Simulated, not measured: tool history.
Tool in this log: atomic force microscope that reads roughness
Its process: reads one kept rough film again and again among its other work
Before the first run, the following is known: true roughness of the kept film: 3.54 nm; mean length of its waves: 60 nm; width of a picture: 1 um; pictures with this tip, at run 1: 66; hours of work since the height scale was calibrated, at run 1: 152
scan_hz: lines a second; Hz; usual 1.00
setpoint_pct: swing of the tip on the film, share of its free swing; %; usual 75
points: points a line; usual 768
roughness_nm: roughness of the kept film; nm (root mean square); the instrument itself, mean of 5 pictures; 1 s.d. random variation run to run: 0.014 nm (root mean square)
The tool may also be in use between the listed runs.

run,hour,scan_hz,setpoint_pct,points,pictures with this tip,hours of work since the height scale was calibrated,roughness_nm
1,0.0,1.00,75,768,66,152,3.212
2,4.4,1.00,86,768,69,154,3.104
3,12.8,1.00,86,768,75,158,3.073
# hour 14.6: new tip fitted
4,22.6,1.00,86,768,6,162,3.153
5,27.1,1.00,86,768,9,164,3.183
6,32.5,1.00,86,768,13,167,3.161
7,40.1,1.00,86,768,19,170,3.165
8,47.2,1.00,86,768,24,174,3.159
9,55.2,1.66,73,280,30,177,3.159
# hour 56.9: height scale calibrated on a step standard
10,61.7,1.66,58,267,34,2,3.291
11,69.8,1.66,58,267,40,6,3.252
12,76.3,1.66,58,267,45,9,3.256
13,81.3,0.54,71,870,48,11,3.325
14,89.7,1.02,65,768,54,15,3.276
15,98.3,2.28,75,448,61,19,3.006

Branching from run 15: 4 alternative next runs. What would each branch give?
A,103.9,0.97,71,448,65,22,?
B,103.9,1.13,57,339,65,22,?
C,103.9,1.34,55,598,65,22,?
D,103.9,2.29,75,448,65,22,?

run,roughness_nm
A,3.270
B,3.274
C,3.289
D,2.986
With the hidden condition removed and each run's random variation left untouched, the same runs would have given:
run,roughness_nm
A,3.369
B,3.374
C,3.389
D,3.077
